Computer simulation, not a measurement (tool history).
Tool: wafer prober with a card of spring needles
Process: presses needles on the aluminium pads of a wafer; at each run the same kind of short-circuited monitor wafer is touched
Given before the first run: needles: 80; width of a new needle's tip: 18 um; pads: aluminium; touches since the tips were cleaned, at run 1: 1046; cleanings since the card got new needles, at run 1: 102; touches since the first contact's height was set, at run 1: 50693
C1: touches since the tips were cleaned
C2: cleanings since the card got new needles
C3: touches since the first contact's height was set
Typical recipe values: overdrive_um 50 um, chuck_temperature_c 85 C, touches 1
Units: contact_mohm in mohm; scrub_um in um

Run 1, hour 0: usual settings; C1 1046; C2 102; C3 50693. Result: contact_mohm 249 mohm, scrub_um 12.49 um.
At hour 10.7: tips cleaned on abrasive film.
At hour 23.1: tips cleaned on abrasive film.
Run 2, hour 23.1: usual settings but overdrive_um 51 um; C1 0; C2 104; C3 62839. Result: contact_mohm 211 mohm, scrub_um 12.71 um.
At hour 36.9: tips cleaned on abrasive film.
Run 3, hour 46.4: usual settings; C1 5032; C2 105; C3 75104. Result: contact_mohm 351 mohm, scrub_um 12.4 um.
At hour 49.3: tips cleaned on abrasive film.
At hour 60.4: tips cleaned on abrasive film.
Run 4, hour 66.8: usual settings; C1 3383; C2 107; C3 85786. Result: contact_mohm 312 mohm, scrub_um 12.38 um.
At hour 71.6: tips cleaned on abrasive film.
At hour 84.1: tips cleaned on abrasive film.
At hour 97.2: tips cleaned on abrasive film.
Run 5, hour 101.4: usual settings; C1 2186; C2 110; C3 103929. Result: contact_mohm 300 mohm, scrub_um 12.31 um.
At hour 109.7: tips cleaned on abrasive film.
At hour 122.3: tips cleaned on abrasive film.
Run 6, hour 128.9: usual settings; C1 3535; C2 112; C3 118430. Result: contact_mohm 331 mohm, scrub_um 12.28 um.
At hour 134: tips cleaned on abrasive film.
At hour 147.5: tips cleaned on abrasive film.
Run 7, hour 155.9: usual settings; C1 4475; C2 114; C3 132613. Result: contact_mohm 351 mohm, scrub_um 12.15 um.
At hour 158.8: tips cleaned on abrasive film.
At hour 171.9: tips cleaned on abrasive film.
At hour 184: tips cleaned on abrasive film.
At hour 195.5: tips cleaned on abrasive film.
Run 8, hour 195.5: usual settings; C1 0; C2 118; C3 153348. Result: contact_mohm 206 mohm, scrub_um 12.21 um.
At hour 206.6: tips cleaned on abrasive film.
At hour 220: tips cleaned on abrasive film.
Run 9, hour 222.9: usual settings; C1 1554; C2 120; C3 167761. Result: contact_mohm 272 mohm, scrub_um 12.18 um.
At hour 231.3: tips cleaned on abrasive film.
At hour 239: tips cleaned on abrasive film, once more.
At hour 252.5: tips cleaned on abrasive film.
Run 10, hour 252.5: usual settings; C1 0; C2 123; C3 183251. Result: contact_mohm 210 mohm, scrub_um 12.17 um.
At hour 266: tips cleaned on abrasive film.
At hour 278.6: tips cleaned on abrasive film.
At hour 292.4: tips cleaned on abrasive film.
Run 11, hour 295.2: usual settings; C1 1481; C2 126; C3 205722. Result: contact_mohm 281 mohm, scrub_um 11.95 um.
At hour 303.6: tips cleaned on abrasive film.
At hour 303.9: height of the first contact set anew.
At hour 316.3: tips cleaned on abrasive film.
Run 12, hour 319.5: usual settings but overdrive_um 59 um; C1 1662; C2 128; C3 8198. Result: contact_mohm 239 mohm, scrub_um 14.89 um.
At hour 327.9: tips cleaned on abrasive film.
At hour 340.6: tips cleaned on abrasive film.
At hour 351.7: tips cleaned on abrasive film.
Run 13, hour 361.4: usual settings; C1 5116; C2 131; C3 30206. Result: contact_mohm 354 mohm, scrub_um 12.65 um.
At hour 364.2: tips cleaned on abrasive film.
At hour 378: tips cleaned on abrasive film.
At hour 391.9: tips cleaned on abrasive film.
Run 14, hour 395.2: usual settings; C1 1777; C2 134; C3 47975. Result: contact_mohm 280 mohm, scrub_um 12.59 um.
At hour 403.5: tips cleaned on abrasive film.
At hour 416.2: tips cleaned on abrasive film.
At hour 430.1: tips cleaned on abrasive film.
Run 15, hour 436.9: usual settings but overdrive_um 66 um, touches 2; C1 3626; C2 137; C3 69910. Result: contact_mohm 230 mohm, scrub_um 16.47 um.
At hour 441.8: tips cleaned on abrasive film.
At hour 454.8: tips cleaned on abrasive film.
At hour 467.4: tips cleaned on abrasive film.
At hour 479.9: tips cleaned on abrasive film.
Run 16, hour 479.9: usual settings but overdrive_um 67 um, chuck_temperature_c 33 C; C1 0; C2 141; C3 92420. Result: contact_mohm 178 mohm, scrub_um 16.7 um.
At hour 492.8: tips cleaned on abrasive film.
At hour 504: tips cleaned on abrasive film.
At hour 517.7: tips cleaned on abrasive film.
Run 17, hour 524.6: usual settings but touches 2; C1 3657; C2 144; C3 115950. Result: contact_mohm 284 mohm, scrub_um 12.37 um.
At hour 530.1: tips cleaned on abrasive film.
At hour 542.9: tips cleaned on abrasive film.
Run 18, hour 553.8: usual settings but overdrive_um 31 um; C1 5804; C2 146; C3 131317. Result: contact_mohm 714 mohm, scrub_um 7.45 um.
At hour 556.6: tips cleaned on abrasive film.
At hour 570: tips cleaned on abrasive film.
At hour 583.2: tips cleaned on abrasive film.
Run 19, hour 588.4: usual settings but chuck_temperature_c 35 C; C1 2756; C2 149; C3 149450. Result: contact_mohm 325 mohm, scrub_um 12.23 um.
At hour 596.4: tips cleaned on abrasive film.
At hour 609.9: tips cleaned on abrasive film.
At hour 623.8: tips cleaned on abrasive film.
Run 20, hour 628.7: usual settings but overdrive_um 39 um, chuck_temperature_c 36 C, touches 2; C1 2639; C2 152; C3 170655. Result: contact_mohm 336 mohm, scrub_um 9.32 um.
At hour 637.1: tips cleaned on abrasive film.
At hour 650.4: tips cleaned on abrasive film.
At hour 661.5: tips cleaned on abrasive film.
Run 21, hour 672.4: usual settings but overdrive_um 61 um, chuck_temperature_c 36 C; C1 5774; C2 155; C3 193618. Result: contact_mohm 321 mohm, scrub_um 14.94 um.
At hour 675.3: tips cleaned on abrasive film.
At hour 689.2: tips cleaned on abrasive film.
Run 22, hour 695.5: usual settings but overdrive_um 53 um; C1 3349; C2 157; C3 205758. Result: contact_mohm 326 mohm, scrub_um 12.84 um.
At hour 701: tips cleaned on abrasive film.
At hour 704.1: height of the first contact set anew.
At hour 712.4: tips cleaned on abrasive film.
Run 23, hour 717: usual settings but overdrive_um 53 um, chuck_temperature_c 116 C, touches 3; C1 2418; C2 159; C3 6799. Result: contact_mohm 236 mohm, scrub_um 13.4 um.
At hour 724.8: tips cleaned on abrasive film.
At hour 735.9: tips cleaned on abrasive film.
At hour 749.3: tips cleaned on abrasive film.
Run 24, hour 752.4: usual settings but overdrive_um 45 um, chuck_temperature_c 81 C; C1 1654; C2 162; C3 25394. Result: contact_mohm 315 mohm, scrub_um 11.33 um.
At hour 762.7: tips cleaned on abrasive film.
At hour 773.9: tips cleaned on abrasive film.
Run 25, hour 778.4: usual settings but overdrive_um 53 um, chuck_temperature_c 81 C, touches 2; C1 2416; C2 164; C3 39063. Result: contact_mohm 262 mohm, scrub_um 13.34 um.
At hour 786.4: tips cleaned on abrasive film.
At hour 800.2: tips cleaned on abrasive film.
At hour 812.2: card fitted with new needles.
At hour 825.9: tips cleaned on abrasive film.
Run 26, hour 833.6: usual settings but overdrive_um 41 um, chuck_temperature_c 81 C, touches 2; C1 4077; C2 1; C3 11230. Result: contact_mohm 278 mohm, scrub_um 10.31 um.
At hour 839.2: tips cleaned on abrasive film.
At hour 850.3: tips cleaned on abrasive film.
At hour 861.4: tips cleaned on abrasive film.
Run 27, hour 863.4: usual settings but overdrive_um 52 um, chuck_temperature_c 43 C; C1 1059; C2 4; C3 26892. Result: contact_mohm 214 mohm, scrub_um 13.11 um.

Each run again, without the hidden state but with its own random variation kept:
The hidden state here: debris on the tips, nm; way that the needles fall short of the set height, um; tips' diameter, um; drift of the gauge itself on contact_mohm, %; drift of the gauge itself on scrub_um, %.
run  contact_mohm  scrub_um
  1           184     12.65
  2           182     12.93
  3           184     12.63
  4           183     12.65
  5           185     12.65
  6           188     12.65
  7           186     12.56
  8           187     12.69
  9           184      12.7
 10           181     12.73
 11           183     12.57
 12           179      14.9
 13           184     12.73
 14           184     12.73
 15           173     16.67
 16           165     16.98
 17           186     12.71
 18           208      7.84
 19           170     12.68
 20           182      9.83
 21           167     15.53
 22           181     13.46
 23           188     13.43
 24           186     11.41
 25           183     13.47
 26           192     10.33
 27           174     13.19
